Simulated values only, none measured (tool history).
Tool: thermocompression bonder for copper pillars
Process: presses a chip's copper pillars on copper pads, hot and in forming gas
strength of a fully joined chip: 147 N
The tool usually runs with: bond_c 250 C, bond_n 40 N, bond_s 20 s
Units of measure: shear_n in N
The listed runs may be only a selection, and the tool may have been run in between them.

{"run": 1, "hour": 0.0, "bond_c": 250, "bond_n": 40, "bond_s": 20, "shear_n": 45.3}
{"run": 2, "hour": 35.2, "bond_c": 250, "bond_n": 40, "bond_s": 20, "shear_n": 45.6}
{"run": 3, "hour": 85.4, "bond_c": 226, "bond_n": 40, "bond_s": 20, "shear_n": 27.1}
{"run": 4, "hour": 111.5, "bond_c": 226, "bond_n": 40, "bond_s": 20, "shear_n": 26.4}
{"run": 5, "hour": 163.2, "bond_c": 250, "bond_n": 40, "bond_s": 20, "shear_n": 42.4}
{"run": 6, "hour": 194.5, "bond_c": 250, "bond_n": 40, "bond_s": 20, "shear_n": 42.6}
{"run": 7, "hour": 228.5, "bond_c": 250, "bond_n": 40, "bond_s": 20, "shear_n": 42.0}
{"run": 8, "hour": 269.8, "bond_c": 250, "bond_n": 52, "bond_s": 20, "shear_n": 47.9}
{"run": 9, "hour": 312.5, "bond_c": 250, "bond_n": 40, "bond_s": 20, "shear_n": 39.7}
{"run": 10, "hour": 368.4, "bond_c": 250, "bond_n": 40, "bond_s": 20, "shear_n": 41.6}
{"run": 11, "hour": 429.8, "bond_c": 250, "bond_n": 40, "bond_s": 20, "shear_n": 53.0}
{"run": 12, "hour": 462.7, "bond_c": 250, "bond_n": 60, "bond_s": 20, "shear_n": 64.8}
{"run": 13, "hour": 514.8, "bond_c": 250, "bond_n": 60, "bond_s": 20, "shear_n": 64.0}
{"run": 14, "hour": 542.2, "bond_c": 250, "bond_n": 60, "bond_s": 20, "shear_n": 61.9}
{"run": 15, "hour": 597.5, "bond_c": 250, "bond_n": 31, "bond_s": 20, "shear_n": 43.6}
{"run": 16, "hour": 635.2, "bond_c": 250, "bond_n": 31, "bond_s": 20, "shear_n": 41.9}
{"run": 17, "hour": 672.4, "bond_c": 250, "bond_n": 31, "bond_s": 20, "shear_n": 41.6}
{"run": 18, "hour": 697.6, "bond_c": 250, "bond_n": 31, "bond_s": 20, "shear_n": 41.4}
{"run": 19, "hour": 728.8, "bond_c": 250, "bond_n": 31, "bond_s": 19, "shear_n": 39.7}
{"run": 20, "hour": 765.6, "bond_c": 232, "bond_n": 31, "bond_s": 40, "shear_n": 37.4}
{"run": 21, "hour": 798.7, "bond_c": 227, "bond_n": 36, "bond_s": 40, "shear_n": 37.7}
{"run": 22, "hour": 839.5, "bond_c": 259, "bond_n": 38, "bond_s": 33, "shear_n": 67.7}
{"run": 23, "hour": 880.0, "bond_c": 243, "bond_n": 48, "bond_s": 20, "shear_n": 47.6}
{"run": 24, "hour": 927.0, "bond_c": 271, "bond_n": 40, "bond_s": 19, "shear_n": 67.8}
{"run": 25, "hour": 958.1, "bond_c": 279, "bond_n": 40, "bond_s": 19, "shear_n": 73.4}
{"run": 26, "hour": 987.9, "bond_c": 279, "bond_n": 40, "bond_s": 19, "shear_n": 73.4}
{"run": 27, "hour": 1025.7, "bond_c": 279, "bond_n": 40, "bond_s": 19, "shear_n": 72.0}
{"run": 28, "hour": 1054.2, "bond_c": 279, "bond_n": 40, "bond_s": 19, "shear_n": 73.2}
{"run": 29, "hour": 1108.2, "bond_c": 279, "bond_n": 40, "bond_s": 19, "shear_n": 70.4}
{"run": 30, "hour": 1160.0, "bond_c": 250, "bond_n": 39, "bond_s": 20, "shear_n": 44.5}
{"run": 31, "hour": 1196.7, "bond_c": 274, "bond_n": 40, "bond_s": 59, "shear_n": 89.0}
{"run": 32, "hour": 1225.0, "bond_c": 250, "bond_n": 37, "bond_s": 46, "shear_n": 57.7}
{"run": 33, "hour": 1258.2, "bond_c": 237, "bond_n": 33, "bond_s": 20, "shear_n": 30.1}
{"run": 34, "hour": 1310.2, "bond_c": 263, "bond_n": 34, "bond_s": 32, "shear_n": 63.1}
{"run": 35, "hour": 1359.5, "bond_c": 263, "bond_n": 34, "bond_s": 32, "shear_n": 62.2}

Removed from this log: 6 entries logged between the listed runs. Between which two listed runs does each belong, and how does the tool's hidden state at the listed run before it compare with that at the listed run after it?
Between runs 2 and 3: force cell calibrated (hour 80.1)
  true temperature of the bond over the reading, C: -7.3 -> -7.7; force that reaches the chip, % of what is set: 93.9 -> 89.9; oxide that the forming gas leaves, % of the face: 1.89 -> 2.85
  measured result minus the result with no hidden state, shear_n: -9.0 -> -7.7 N
Between runs 9 and 10: force cell calibrated, once more (hour 347.9)
  true temperature of the bond over the reading, C: -9.4 -> -9.8; force that reaches the chip, % of what is set: 88.9 -> 99.5; oxide that the forming gas leaves, % of the face: 7.09 -> 8.15
  measured result minus the result with no hidden state, shear_n: -14.2 -> -12.4 N
Between runs 10 and 11: heater calibrated with a thermocouple chip (hour 407.1); forming gas filter changed (hour 407.6)
  true temperature of the bond over the reading, C: -9.8 -> -0.7; force that reaches the chip, % of what is set: 99.5 -> 99.2; oxide that the forming gas leaves, % of the face: 8.15 -> 1.02
  measured result minus the result with no hidden state, shear_n: -12.4 -> -1.2 N
Between runs 21 and 22: forming gas filter changed (hour 836.1)
  true temperature of the bond over the reading, C: -3.5 -> -3.8; force that reaches the chip, % of what is set: 97.6 -> 97.4; oxide that the forming gas leaves, % of the face: 8.23 -> 0.66
  measured result minus the result with no hidden state, shear_n: -6.7 -> -5.0 N
Between runs 33 and 34: forming gas filter changed (hour 1264.1)
  true temperature of the bond over the reading, C: -7.1 -> -7.5; force that reaches the chip, % of what is set: 95.5 -> 95.2; oxide that the forming gas leaves, % of the face: 8.89 -> 1.52
  measured result minus the result with no hidden state, shear_n: -8.8 -> -10.1 N

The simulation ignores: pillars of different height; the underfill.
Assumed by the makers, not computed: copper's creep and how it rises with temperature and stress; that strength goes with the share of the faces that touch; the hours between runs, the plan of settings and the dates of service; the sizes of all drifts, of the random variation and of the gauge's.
